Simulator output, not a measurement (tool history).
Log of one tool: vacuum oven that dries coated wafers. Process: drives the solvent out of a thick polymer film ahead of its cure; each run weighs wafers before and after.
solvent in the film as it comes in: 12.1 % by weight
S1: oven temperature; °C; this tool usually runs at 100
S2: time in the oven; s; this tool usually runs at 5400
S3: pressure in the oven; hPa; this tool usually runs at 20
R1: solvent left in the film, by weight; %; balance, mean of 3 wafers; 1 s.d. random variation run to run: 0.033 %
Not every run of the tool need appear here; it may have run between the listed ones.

{"run": 1, "hour": 0.0, "S1": 100, "S2": 5400, "S3": 20, "R1": 3.67}
{"run": 2, "hour": 18.7, "S1": 100, "S2": 5400, "S3": 20, "R1": 3.72}
{"run": 3, "hour": 35.7, "S1": 100, "S2": 5400, "S3": 20, "R1": 3.68}
{"run": 4, "hour": 50.2, "S1": 100, "S2": 5400, "S3": 20, "R1": 3.63}
{"run": 5, "hour": 70.0, "S1": 107, "S2": 5400, "S3": 20, "R1": 2.14}
{"run": 6, "hour": 90.8, "S1": 107, "S2": 5400, "S3": 20, "R1": 2.19}
{"run": 7, "hour": 103.5, "S1": 107, "S2": 5400, "S3": 20, "R1": 2.19}
{"run": 8, "hour": 119.3, "S1": 107, "S2": 5400, "S3": 20, "R1": 2.21}
{"run": 9, "hour": 135.6, "S1": 85, "S2": 5400, "S3": 20, "R1": 7.2}
{"run": 10, "hour": 145.2, "S1": 99, "S2": 5400, "S3": 20, "R1": 3.93}
{"run": 11, "hour": 161.9, "S1": 99, "S2": 5400, "S3": 20, "R1": 3.89}
{"run": 12, "hour": 181.4, "S1": 99, "S2": 5400, "S3": 20, "R1": 3.85}
{"run": 13, "hour": 190.4, "S1": 100, "S2": 5400, "S3": 10, "R1": 3.21}
{"run": 14, "hour": 206.7, "S1": 100, "S2": 5400, "S3": 10, "R1": 3.26}
{"run": 15, "hour": 228.1, "S1": 100, "S2": 5400, "S3": 10, "R1": 3.26}
{"run": 16, "hour": 241.7, "S1": 86, "S2": 5400, "S3": 20, "R1": 7.03}
{"run": 17, "hour": 258.1, "S1": 86, "S2": 5400, "S3": 20, "R1": 7.04}
{"run": 18, "hour": 271.2, "S1": 86, "S2": 5400, "S3": 20, "R1": 7.01}
{"run": 19, "hour": 285.6, "S1": 86, "S2": 5400, "S3": 20, "R1": 6.97}
{"run": 20, "hour": 304.3, "S1": 86, "S2": 5400, "S3": 20, "R1": 6.94}
{"run": 21, "hour": 316.4, "S1": 86, "S2": 5400, "S3": 20, "R1": 6.99}
{"run": 22, "hour": 334.6, "S1": 86, "S2": 4320, "S3": 20, "R1": 7.52}
{"run": 23, "hour": 349.0, "S1": 100, "S2": 5400, "S3": 10.3, "R1": 3.24}
{"run": 24, "hour": 368.7, "S1": 100, "S2": 5400, "S3": 20, "R1": 3.66}
{"run": 25, "hour": 390.6, "S1": 108, "S2": 5580, "S3": 20, "R1": 1.88}
{"run": 26, "hour": 410.1, "S1": 108, "S2": 5580, "S3": 20, "R1": 1.91}
{"run": 27, "hour": 428.7, "S1": 108, "S2": 5580, "S3": 20, "R1": 1.96}
{"run": 28, "hour": 444.0, "S1": 114, "S2": 3360, "S3": 11.6, "R1": 1.91}
{"run": 29, "hour": 454.3, "S1": 112, "S2": 5400, "S3": 20, "R1": 1.39}
{"run": 30, "hour": 474.6, "S1": 112, "S2": 5400, "S3": 20, "R1": 1.47}
{"run": 31, "hour": 486.0, "S1": 112, "S2": 5580, "S3": 71.7, "R1": 3.13}
{"run": 32, "hour": 507.1, "S1": 86, "S2": 2820, "S3": 20, "R1": 8.42}
{"run": 33, "hour": 518.4, "S1": 86, "S2": 2820, "S3": 20, "R1": 8.48}
{"run": 34, "hour": 529.5, "S1": 100, "S2": 5400, "S3": 51.2, "R1": 5.06}
{"run": 35, "hour": 542.0, "S1": 87, "S2": 2940, "S3": 74.3, "R1": 10.16}
{"run": 36, "hour": 562.6, "S1": 87, "S2": 9240, "S3": 74.3, "R1": 8.33}
{"run": 37, "hour": 581.4, "S1": 87, "S2": 9240, "S3": 74.3, "R1": 8.49}
{"run": 38, "hour": 593.7, "S1": 97, "S2": 5100, "S3": 37.8, "R1": 5.4}
{"run": 39, "hour": 604.8, "S1": 97, "S2": 5100, "S3": 37.8, "R1": 5.35}
{"run": 40, "hour": 622.5, "S1": 103, "S2": 6960, "S3": 20, "R1": 2.28}
{"run": 41, "hour": 639.7, "S1": 103, "S2": 6960, "S3": 20, "R1": 2.28}
{"run": 42, "hour": 659.0, "S1": 100, "S2": 5400, "S3": 23, "R1": 3.85}
{"run": 43, "hour": 669.6, "S1": 106, "S2": 4800, "S3": 20, "R1": 2.65}
{"run": 44, "hour": 682.4, "S1": 105, "S2": 4500, "S3": 35.4, "R1": 3.68}
{"run": 45, "hour": 692.0, "S1": 100, "S2": 3000, "S3": 20, "R1": 5.57}
{"run": 46, "hour": 709.3, "S1": 100, "S2": 4320, "S3": 12.5, "R1": 4.05}
{"run": 47, "hour": 721.6, "S1": 85, "S2": 5400, "S3": 22.5, "R1": 7.28}
{"run": 48, "hour": 742.6, "S1": 85, "S2": 5400, "S3": 22.5, "R1": 7.26}

For each run, the measured value with the value that run would have given without the tool's hidden condition subtracted. The run-to-run variation is shared by both, the gauge scatter possibly not:
The tool's hidden condition here consists of: true wafer temperature over the reading, C; true pressure over the reading, kPa; drift of the gauge itself on solvent_pct, %.
run=1 R1=-0.03
run=2 R1=-0.03
run=3 R1=-0.02
run=4 R1=-0.02
run=5 R1=-0.02
run=6 R1=-0.02
run=7 R1=-0.02
run=8 R1=-0.02
run=9 R1=-0.03
run=10 R1=-0.03
run=11 R1=-0.03
run=12 R1=-0.03
run=13 R1=-0.02
run=14 R1=-0.03
run=15 R1=-0.03
run=16 R1=-0.02
run=17 R1=-0.02
run=18 R1=-0.03
run=19 R1=-0.02
run=20 R1=-0.03
run=21 R1=-0.03
run=22 R1=-0.02
run=23 R1=-0.02
run=24 R1=-0.03
run=25 R1=-0.02
run=26 R1=-0.02
run=27 R1=-0.02
run=28 R1=-0.03
run=29 R1=-0.01
run=30 R1=-0.02
run=31 R1=-0.02
run=32 R1=-0.02
run=33 R1=-0.02
run=34 R1=-0.03
run=35 R1=-0.03
run=36 R1=-0.04
run=37 R1=-0.04
run=38 R1=-0.03
run=39 R1=-0.03
run=40 R1=-0.02
run=41 R1=-0.02
run=42 R1=-0.03
run=43 R1=-0.03
run=44 R1=-0.03
run=45 R1=-0.03
run=46 R1=-0.03
run=47 R1=-0.03
run=48 R1=-0.03
